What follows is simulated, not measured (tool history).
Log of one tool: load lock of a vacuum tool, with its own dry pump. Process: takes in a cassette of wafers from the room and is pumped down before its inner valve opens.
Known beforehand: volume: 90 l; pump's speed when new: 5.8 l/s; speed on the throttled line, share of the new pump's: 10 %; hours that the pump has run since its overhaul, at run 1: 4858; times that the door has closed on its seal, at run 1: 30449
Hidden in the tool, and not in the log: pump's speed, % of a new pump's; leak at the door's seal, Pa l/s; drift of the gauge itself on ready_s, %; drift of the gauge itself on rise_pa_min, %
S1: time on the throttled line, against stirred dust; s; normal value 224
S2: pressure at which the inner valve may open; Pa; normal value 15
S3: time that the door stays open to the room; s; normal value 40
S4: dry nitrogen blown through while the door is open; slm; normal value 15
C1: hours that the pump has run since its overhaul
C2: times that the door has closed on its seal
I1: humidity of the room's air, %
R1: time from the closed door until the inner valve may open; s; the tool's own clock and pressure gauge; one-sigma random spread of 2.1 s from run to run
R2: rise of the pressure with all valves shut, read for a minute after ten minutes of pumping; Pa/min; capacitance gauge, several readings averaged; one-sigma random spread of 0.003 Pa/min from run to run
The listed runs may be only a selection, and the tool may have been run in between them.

run	day	S1	S2	S3	S4	C1	C2	I1	R1	R2
1	0	224	15	40	15	4858	30449	45.4	345.8	0.773
2	10.004	224	15	40	15	5099	31085	43.7	346.9	0.767
3	26.321	224	15	40	15	5490	32123	44.4	345.6	0.827
# day 28.462: door's seal changed, seat wiped
4	47.546	224	15	40	15	5998	1214	42.3	348.4	0.038
5	68.808	224	15	40	15	6508	2567	45.1	344.9	0.045
6	82.35	224	15	40	15	6833	3428	43.6	348.1	0.057
7	99.879	224	15	40	15	7254	4543	45.1	349.9	0.07
8	111.967	224	15	40	15	7544	5312	43.8	349.7	0.076
9	127.529	224	15	40	15	7918	6303	45.6	350.7	0.087
10	149	224	15	40	15	8433	7669	46.9	350.2	0.103
11	166.729	224	15	40	15	8858	8797	48.9	353.7	0.124
12	189.679	224	15	40	15	9409	10257	46	347.3	0.146
13	204.038	224	15	40	15	9754	11170	42.2	354.7	0.155
14	224.4	178	15	40	15	10243	12466	45.4	309.8	0.178
15	245.692	224	13	40	15	10754	13821	43.2	355.4	0.202
16	257.542	224	24	40	15	11038	14574	45.5	346	0.218
17	274.283	224	24	40	15	11440	15640	45.5	347.5	0.239
18	297.358	224	24	40	15	11994	17108	49.3	350.8	0.276
19	314.471	224	24	40	15	12404	18197	40.8	348.9	0.299
20	330.579	429	24	40	10	12791	19222	47.4	528.2	0.327
21	351.133	214	16	40	43	13284	20529	42.4	349.1	0.339
22	370.742	214	16	40	43	13755	21777	46.5	353.5	0.372
23	382.846	214	16	40	43	14045	22547	46.7	348.9	0.399
24	397.171	128	28	85	11	14389	23458	45.3	266.4	0.447
25	407.233	128	28	85	11	14631	24099	43.7	268.2	0.46
26	422.442	169	24	72	15	14996	25066	42.7	303	0.479
27	436.612	230	15	33	29	15336	25968	41.8	371.3	0.493
28	459.996	224	15	51	15	15897	27455	42.2	365.9	0.56
29	472.921	224	15	78	15	16207	28278	48.5	359.3	0.581
30	488.958	224	23	40	27	16592	29298	42.7	355.9	0.601
31	503.138	224	11	40	27	16932	30200	44.9	377.5	0.641
32	517.412	135	19	40	15	17275	31109	45.6	284.1	0.671
33	533.129	135	17	85	15	17652	32108	43.1	290.2	0.726
# day 536.425: door's seal changed, seat wiped
34	552.446	135	17	85	15	18114	1020	43	289	0.04
35	570.9	404	22	40	15	18557	2194	46.3	518.3	0.049
36	586.85	149	16	49	12	18940	3208	47.3	303.8	0.057
37	608.058	149	16	49	12	19449	4558	45.3	303.2	0.07

Alternative continuations, all from the tool just after run 37; predict every row:
A	623.467	211	15	40	15	19819	5538	42.9	?	?
B	623.467	149	16	49	13	19819	5538	42.9	?	?
C	623.467	224	26	40	15	19819	5538	46.1	?	?
D	623.467	344	16	27	15	19819	5538	42.5	?	?

run	R1	R2
A	357.9	0.073
B	305.3	0.078
C	359.7	0.079
D	471.7	0.075
Stripped of hidden state, with their random variation kept, the same runs would have yielded:
run	R1	R2
A	324.9	0.025
B	270.6	0.029
C	329.8	0.03
D	442.8	0.026
